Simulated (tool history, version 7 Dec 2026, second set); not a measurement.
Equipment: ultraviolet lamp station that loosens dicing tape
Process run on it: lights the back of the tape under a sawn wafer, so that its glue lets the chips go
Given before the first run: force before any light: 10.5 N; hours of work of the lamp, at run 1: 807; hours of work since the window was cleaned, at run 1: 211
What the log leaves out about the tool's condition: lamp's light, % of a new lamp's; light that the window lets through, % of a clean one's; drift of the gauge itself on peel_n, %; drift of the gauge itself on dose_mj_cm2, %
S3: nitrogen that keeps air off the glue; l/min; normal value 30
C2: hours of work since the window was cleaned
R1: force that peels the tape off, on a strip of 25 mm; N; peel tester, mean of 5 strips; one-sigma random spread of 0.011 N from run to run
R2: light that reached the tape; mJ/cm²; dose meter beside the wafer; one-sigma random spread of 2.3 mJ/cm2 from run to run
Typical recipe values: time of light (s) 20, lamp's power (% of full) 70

{"run": 1, "hour": 0.0, "time of light (s)": 20, "lamp's power (% of full)": 70, "S3": 30, "hours of work of the lamp": 807, "C2": 211, "R1": 0.477, "R2": 230}
{"run": 2, "hour": 38.1, "time of light (s)": 20, "lamp's power (% of full)": 70, "S3": 30, "hours of work of the lamp": 836, "C2": 241, "R1": 0.452, "R2": 230}
{"run": 3, "hour": 71.8, "time of light (s)": 20, "lamp's power (% of full)": 70, "S3": 30, "hours of work of the lamp": 863, "C2": 268, "R1": 0.477, "R2": 235}
{"run": 4, "hour": 95.2, "time of light (s)": 20, "lamp's power (% of full)": 70, "S3": 30, "hours of work of the lamp": 881, "C2": 286, "R1": 0.474, "R2": 232}
{"run": 5, "hour": 126.8, "time of light (s)": 20, "lamp's power (% of full)": 70, "S3": 36, "hours of work of the lamp": 906, "C2": 311, "R1": 0.403, "R2": 231}
{"run": 6, "hour": 157.9, "time of light (s)": 20, "lamp's power (% of full)": 70, "S3": 36, "hours of work of the lamp": 930, "C2": 335, "R1": 0.402, "R2": 232}
{"run": 7, "hour": 179.6, "time of light (s)": 31, "lamp's power (% of full)": 70, "S3": 43, "hours of work of the lamp": 947, "C2": 352, "R1": 0.178, "R2": 358}
{"run": 8, "hour": 212.7, "time of light (s)": 12, "lamp's power (% of full)": 92, "S3": 30, "hours of work of the lamp": 973, "C2": 378, "R1": 0.823, "R2": 187}

What does the tool deliver on the next run?
{"run": 9, "hour": 229.6, "time of light (s)": 12, "lamp's power (% of full)": 75, "S3": 17, "hours of work of the lamp": 986, "C2": 391, "R1": "?", "R2": "?"}

{"run 9": {"R1": 1.808, "R2": 149}}
Take away the tool's hidden state, keep the run-to-run variation as it was, and the same run would have given R1 1.8 N, R2 150 mJ/cm².
